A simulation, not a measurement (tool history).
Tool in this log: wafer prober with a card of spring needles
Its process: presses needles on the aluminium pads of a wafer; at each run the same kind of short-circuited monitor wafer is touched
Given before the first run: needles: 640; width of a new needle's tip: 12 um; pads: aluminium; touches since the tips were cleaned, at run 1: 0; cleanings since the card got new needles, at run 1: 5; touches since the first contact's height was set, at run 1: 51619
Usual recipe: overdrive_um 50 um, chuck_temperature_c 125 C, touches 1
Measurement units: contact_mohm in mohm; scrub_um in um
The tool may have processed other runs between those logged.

| run | hour | overdrive_um | chuck_temperature_c | touches | touches since the tips were cleaned | cleanings since the card got new needles | touches since the first contact's height was set | contact_mohm | scrub_um |
|---|---|---|---|---|---|---|---|---|---|
| 1 | 0.0 | 50 | 125 | 1 | 0 | 5 | 51619 | 223 | 8.25 |
|  | 27.7 | tips cleaned on abrasive film |
| 2 | 37.1 | 50 | 125 | 3 | 3303 | 6 | 64549 | 226 | 8.27 |
|  | 53.1 | tips cleaned on abrasive film |
| 3 | 74.3 | 50 | 125 | 1 | 7401 | 7 | 77509 | 228 | 8.27 |
|  | 77.1 | tips cleaned on abrasive film |
|  | 104.6 | tips cleaned on abrasive film |
|  | 104.9 | height of the first contact set anew |
| 4 | 115.0 | 50 | 125 | 1 | 3510 | 9 | 3510 | 225 | 8.28 |
|  | 130.7 | tips cleaned on abrasive film |
|  | 158.3 | tips cleaned on abrasive film |
| 5 | 168.5 | 50 | 125 | 1 | 3592 | 11 | 22155 | 226 | 8.26 |
|  | 182.4 | tips cleaned on abrasive film |
| 6 | 205.0 | 50 | 125 | 1 | 7891 | 12 | 34859 | 228 | 8.27 |
|  | 208.9 | tips cleaned on abrasive film |
|  | 237.0 | tips cleaned on abrasive film |
| 7 | 255.3 | 50 | 124 | 1 | 6407 | 14 | 52360 | 228 | 8.28 |
|  | 264.9 | tips cleaned on abrasive film |
| 8 | 286.8 | 50 | 124 | 1 | 7683 | 15 | 63344 | 228 | 8.29 |
|  | 291.9 | tips cleaned on abrasive film |
|  | 318.3 | tips cleaned on abrasive film |
|  | 342.5 | tips cleaned on abrasive film |
| 9 | 344.7 | 50 | 124 | 1 | 778 | 18 | 83468 | 226 | 8.29 |
|  | 358.8 | height of the first contact set anew |
|  | 368.7 | tips cleaned on abrasive film |
| 10 | 370.2 | 50 | 124 | 1 | 531 | 19 | 3930 | 225 | 8.27 |
|  | 393.1 | tips cleaned on abrasive film |
|  | 420.8 | tips cleaned on abrasive film |
| 11 | 421.9 | 50 | 124 | 2 | 355 | 21 | 21910 | 223 | 8.31 |
|  | 448.0 | tips cleaned on abrasive film |
| 12 | 452.7 | 50 | 124 | 2 | 1634 | 22 | 32658 | 225 | 8.27 |
|  | 473.1 | tips cleaned on abrasive film |
| 13 | 478.1 | 50 | 79 | 1 | 1729 | 23 | 41490 | 218 | 8.30 |
|  | 500.3 | tips cleaned on abrasive film |
|  | 527.1 | tips cleaned on abrasive film |
| 14 | 533.8 | 34 | 125 | 1 | 2338 | 25 | 60876 | 232 | 5.64 |
|  | 554.3 | tips cleaned on abrasive film |
| 15 | 565.2 | 37 | 125 | 1 | 3828 | 26 | 71829 | 229 | 6.15 |
|  | 580.2 | tips cleaned on abrasive film |
| 16 | 590.8 | 46 | 125 | 1 | 3709 | 27 | 80713 | 226 | 7.65 |
|  | 608.6 | tips cleaned on abrasive film |
|  | 616.5 | height of the first contact set anew |
| 17 | 622.5 | 64 | 67 | 1 | 4737 | 28 | 2101 | 211 | 10.66 |
|  | 637.0 | tips cleaned on abrasive film |
|  | 661.3 | tips cleaned on abrasive film |
| 18 | 670.2 | 61 | 108 | 1 | 3117 | 30 | 18700 | 222 | 10.15 |
|  | 686.0 | tips cleaned on abrasive film |
| 19 | 706.4 | 44 | 125 | 2 | 7129 | 31 | 31319 | 228 | 7.33 |
|  | 710.2 | tips cleaned on abrasive film |
|  | 737.1 | tips cleaned on abrasive film |
| 20 | 750.1 | 50 | 79 | 2 | 4558 | 33 | 46512 | 216 | 8.36 |
|  | 763.9 | tips cleaned on abrasive film |
|  | 790.7 | tips cleaned on abrasive film |
| 21 | 799.3 | 50 | 79 | 2 | 2978 | 35 | 63612 | 211 | 8.34 |
|  | 819.0 | tips cleaned on abrasive film |
| 22 | 835.7 | 65 | 65 | 2 | 5816 | 36 | 76294 | 205 | 10.83 |
|  | 847.6 | tips cleaned on abrasive film |
|  | 871.3 | height of the first contact set anew |
|  | 873.8 | tips cleaned on abrasive film |
| 23 | 877.7 | 66 | 35 | 2 | 1351 | 38 | 2204 | 206 | 11.01 |
|  | 899.0 | tips cleaned on abrasive film |
|  | 923.4 | tips cleaned on abrasive film |
| 24 | 935.6 | 68 | 125 | 1 | 4267 | 40 | 22362 | 225 | 11.34 |
|  | 948.6 | tips cleaned on abrasive film |
|  | 974.7 | tips cleaned on abrasive film |
| 25 | 981.5 | 31 | 77 | 1 | 2371 | 42 | 38307 | 221 | 5.16 |
|  | 999.3 | tips cleaned on abrasive film |
|  | 1025.8 | tips cleaned on abrasive film |
| 26 | 1032.5 | 31 | 77 | 1 | 2328 | 44 | 56074 | 221 | 5.19 |
|  | 1050.3 | tips cleaned on abrasive film |
|  | 1077.4 | tips cleaned on abrasive film |
| 27 | 1083.6 | 50 | 113 | 1 | 2146 | 46 | 73837 | 225 | 8.36 |
|  | 1103.4 | tips cleaned on abrasive film |
| 28 | 1107.8 | 50 | 113 | 1 | 1553 | 47 | 82283 | 227 | 8.39 |
|  | 1128.2 | tips cleaned on abrasive film |
|  | 1128.5 | height of the first contact set anew |
|  | 1155.3 | tips cleaned on abrasive film |
| 29 | 1164.4 | 50 | 113 | 1 | 3167 | 49 | 12508 | 223 | 8.37 |
|  | 1183.2 | tips cleaned on abrasive film |
|  | 1208.3 | tips cleaned on abrasive film |
| 30 | 1215.7 | 40 | 45 | 1 | 2596 | 51 | 30368 | 208 | 6.70 |

What would each run have given without the hidden state, its run-to-run variation left as it was?
The tool's hidden condition here consists of: debris on the tips, nm; way that the needles fall short of the set height, um; tips' diameter, um; drift of the gauge itself on contact_mohm, %; drift of the gauge itself on scrub_um, %.
| run | scrub_um |
|---|---|
| 1 | 8.25 |
| 2 | 8.27 |
| 3 | 8.26 |
| 4 | 8.27 |
| 5 | 8.24 |
| 6 | 8.25 |
| 7 | 8.25 |
| 8 | 8.27 |
| 9 | 8.25 |
| 10 | 8.24 |
| 11 | 8.26 |
| 12 | 8.23 |
| 13 | 8.25 |
| 14 | 5.60 |
| 15 | 6.11 |
| 16 | 7.59 |
| 17 | 10.58 |
| 18 | 10.06 |
| 19 | 7.27 |
| 20 | 8.28 |
| 21 | 8.26 |
| 22 | 10.73 |
| 23 | 10.90 |
| 24 | 11.22 |
| 25 | 5.10 |
| 26 | 5.12 |
| 27 | 8.25 |
| 28 | 8.28 |
| 29 | 8.26 |
| 30 | 6.61 |
For contact_mohm, the value without the hidden state is never more than 1 mohm from the measured value.
